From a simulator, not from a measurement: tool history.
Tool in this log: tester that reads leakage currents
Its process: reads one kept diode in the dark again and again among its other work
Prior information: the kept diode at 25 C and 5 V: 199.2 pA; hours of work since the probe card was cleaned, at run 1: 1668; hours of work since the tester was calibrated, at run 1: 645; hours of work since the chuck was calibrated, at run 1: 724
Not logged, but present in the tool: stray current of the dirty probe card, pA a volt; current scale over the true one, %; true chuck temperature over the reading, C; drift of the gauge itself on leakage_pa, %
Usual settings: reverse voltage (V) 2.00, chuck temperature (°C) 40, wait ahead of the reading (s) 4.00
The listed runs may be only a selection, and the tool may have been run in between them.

| run | hour | reverse voltage (V) | chuck temperature (°C) | wait ahead of the reading (s) | hours of work since the probe card was cleaned | hours of work since the tester was calibrated | hours of work since the chuck was calibrated | current that the tester gives (pA) |
|---|---|---|---|---|---|---|---|---|
| 1 | 0.0 | 2.00 | 40 | 4.00 | 1668 | 645 | 724 | 398.39 |
| 2 | 110.5 | 2.00 | 40 | 4.00 | 1717 | 694 | 773 | 398.51 |
| 3 | 222.1 | 2.00 | 40 | 4.00 | 1766 | 742 | 822 | 395.35 |
| 4 | 344.2 | 2.00 | 40 | 6.29 | 1819 | 796 | 875 | 397.57 |
| 5 | 434.4 | 2.00 | 40 | 6.29 | 1859 | 835 | 915 | 397.35 |
| 6 | 522.3 | 2.00 | 40 | 4.00 | 1897 | 874 | 953 | 396.86 |
| 7 | 601.5 | 2.00 | 40 | 4.00 | 1932 | 909 | 988 | 397.15 |
| 8 | 705.3 | 2.00 | 40 | 4.00 | 1977 | 954 | 1033 | 395.63 |
| 9 | 804.4 | 17.69 | 40 | 4.00 | 2021 | 997 | 1077 | 1407.58 |
| 10 | 873.2 | 17.69 | 40 | 4.00 | 2051 | 1028 | 1107 | 1408.51 |
| 11 | 972.6 | 17.69 | 40 | 4.00 | 2094 | 1071 | 1150 | 1412.87 |
| 12 | 1089.1 | 2.00 | 40 | 4.00 | 2145 | 1122 | 1201 | 395.52 |
| 13 | 1151.9 | 2.00 | 40 | 4.00 | 2173 | 1150 | 1229 | 394.72 |
| 14 | 1281.6 | 2.00 | 40 | 0.44 | 2230 | 1206 | 1286 | 394.28 |
| 15 | 1345.2 | 2.00 | 40 | 0.44 | 2258 | 1234 | 1313 | 393.69 |
| 16 | 1417.9 | 2.06 | 40 | 4.00 | 2289 | 1266 | 1345 | 401.51 |
| 17 | 1486.3 | 2.06 | 40 | 4.00 | 2319 | 1296 | 1375 | 401.12 |
| 18 | 1563.6 | 2.06 | 40 | 4.00 | 2353 | 1330 | 1409 | 398.33 |
| 19 | 1680.8 | 2.00 | 40 | 4.77 | 2404 | 1381 | 1460 | 390.35 |
| 20 | 1794.8 | 2.00 | 50 | 4.00 | 2454 | 1431 | 1510 | 837.20 |
| 21 | 1891.5 | 7.11 | 22 | 0.68 | 2497 | 1474 | 1553 | 193.55 |
| 22 | 2027.1 | 4.45 | 26 | 0.90 | 2556 | 1533 | 1612 | 203.54 |
| 23 | 2105.5 | 2.00 | 31 | 0.34 | 2591 | 1567 | 1646 | 189.87 |
| 24 | 2185.6 | 2.00 | 58 | 0.34 | 2626 | 1602 | 1681 | 1490.99 |
| 25 | 2264.5 | 10.67 | 48 | 0.34 | 2660 | 1637 | 1716 | 1911.20 |
| 26 | 2382.3 | 2.08 | 40 | 2.02 | 2712 | 1688 | 1768 | 398.43 |
| 27 | 2525.1 | 3.59 | 44 | 0.72 | 2774 | 1751 | 1830 | 746.10 |
| 28 | 2610.3 | 1.50 | 48 | 8.32 | 2812 | 1788 | 1867 | 609.26 |
| 29 | 2703.1 | 2.00 | 52 | 4.00 | 2852 | 1829 | 1908 | 962.89 |
| 30 | 2786.8 | 2.00 | 47 | 4.00 | 2889 | 1866 | 1945 | 663.87 |
| 31 | 2927.6 | 2.00 | 47 | 4.00 | 2950 | 1927 | 2006 | 663.18 |
| 32 | 2993.9 | 14.50 | 45 | 3.48 | 2980 | 1956 | 2035 | 1806.19 |
| 33 | 3113.0 | 4.52 | 40 | 4.21 | 3032 | 2008 | 2088 | 623.29 |
| 34 | 3205.7 | 1.03 | 35 | 4.00 | 3072 | 2049 | 2128 | 176.33 |
| 35 | 3276.4 | 2.31 | 50 | 0.70 | 3103 | 2080 | 2159 | 902.66 |

Measured less the same run without the tool's hidden state. The same run-to-run variation is in both; the gauge's scatter may not be:
| run | current that the tester gives (pA) |
|---|---|
| 1 | -7.74 |
| 2 | -8.20 |
| 3 | -8.63 |
| 4 | -9.23 |
| 5 | -9.62 |
| 6 | -9.99 |
| 7 | -10.33 |
| 8 | -10.69 |
| 9 | -24.12 |
| 10 | -24.97 |
| 11 | -26.08 |
| 12 | -12.29 |
| 13 | -12.53 |
| 14 | -13.01 |
| 15 | -13.27 |
| 16 | -13.81 |
| 17 | -14.06 |
| 18 | -14.29 |
| 19 | -14.52 |
| 20 | -34.21 |
| 21 | +2.81 |
| 22 | -2.58 |
| 23 | -6.40 |
| 24 | -67.35 |
| 25 | -76.66 |
| 26 | -17.71 |
| 27 | -34.07 |
| 28 | -30.68 |
| 29 | -49.16 |
| 30 | -34.16 |
| 31 | -35.14 |
| 32 | -78.11 |
| 33 | -29.85 |
| 34 | -9.51 |
| 35 | -51.55 |
